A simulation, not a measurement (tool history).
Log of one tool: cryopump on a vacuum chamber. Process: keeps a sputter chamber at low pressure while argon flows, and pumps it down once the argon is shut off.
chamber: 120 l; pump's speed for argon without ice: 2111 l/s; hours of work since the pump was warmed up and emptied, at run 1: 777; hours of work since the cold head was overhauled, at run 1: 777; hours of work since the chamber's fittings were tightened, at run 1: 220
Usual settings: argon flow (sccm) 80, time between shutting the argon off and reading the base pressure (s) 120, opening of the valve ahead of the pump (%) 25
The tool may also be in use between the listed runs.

run,day,argon flow (sccm),time between shutting the argon off and reading the base pressure (s),opening of the valve ahead of the pump (%),hours of work since the pump was warmed up and emptied,hours of work since the cold head was overhauled,hours of work since the chamber's fittings were tightened,pressure while argon flows (Pa),pressure after the wait (uPa)
1,0.000,80,120,25,777,777,220,0.2762,0.65
2,0.425,80,120,25,785,785,228,0.2771,0.68
3,0.929,80,120,25,795,795,238,0.2763,0.68
4,1.367,80,120,25,804,804,247,0.2773,0.68
5,1.846,80,120,25,813,813,256,0.2774,0.67
6,2.283,80,120,25,822,822,265,0.2739,0.66
7,2.788,80,120,25,832,832,275,0.2766,0.70
8,3.717,80,120,47,850,850,293,0.1572,0.73
9,4.154,80,120,27,859,859,301,0.2586,0.67
10,4.821,80,29,27,872,872,314,0.2587,1.85
11,5.371,80,120,25,882,882,325,0.2769,0.74
12,5.829,80,120,25,892,892,334,0.2788,0.72
13,6.712,80,120,25,909,909,352,0.2795,0.70
14,7.462,80,120,25,924,924,366,0.2776,0.74
# day 7.829: pump warmed up, emptied and cooled again
15,8.171,80,120,16,7,933,376,0.4006,0.63
16,8.717,47,125,31,17,944,387,0.1221,0.63
17,9.450,52,291,16,32,959,401,0.2639,0.42
18,9.862,52,37,54,40,967,410,0.0778,1.57
19,10.279,52,37,54,48,975,418,0.0780,1.52
20,10.829,80,122,22,59,986,429,0.2932,0.63
21,11.342,80,122,22,69,996,439,0.2956,0.66
22,12.083,61,122,45,84,1010,453,0.1101,0.61
23,12.571,61,122,45,93,1020,463,0.1106,0.64
24,13.325,109,120,25,108,1035,478,0.3557,0.68
25,13.929,79,276,25,120,1047,490,0.2568,0.40
26,14.762,102,120,25,136,1063,506,0.3311,0.69

Forecast each of these 5 alternatives for the next run:
A,15.717,102,155,25,155,1082,525,?,?
B,15.717,46,167,17,155,1082,525,?,?
C,15.717,79,127,29,155,1082,525,?,?
D,15.717,70,21,25,155,1082,525,?,?
E,15.717,80,120,30,155,1082,525,?,?

run,pressure while argon flows (Pa),pressure after the wait (uPa)
A,0.3342,0.56
B,0.2187,0.53
C,0.2231,0.63
D,0.2274,2.40
E,0.2181,0.65
Without the tool's hidden state the same runs would have given:
run,pressure while argon flows (Pa),pressure after the wait (uPa)
A,0.3287,0.43
B,0.2162,0.40
C,0.2189,0.50
D,0.2237,2.27
E,0.2138,0.52

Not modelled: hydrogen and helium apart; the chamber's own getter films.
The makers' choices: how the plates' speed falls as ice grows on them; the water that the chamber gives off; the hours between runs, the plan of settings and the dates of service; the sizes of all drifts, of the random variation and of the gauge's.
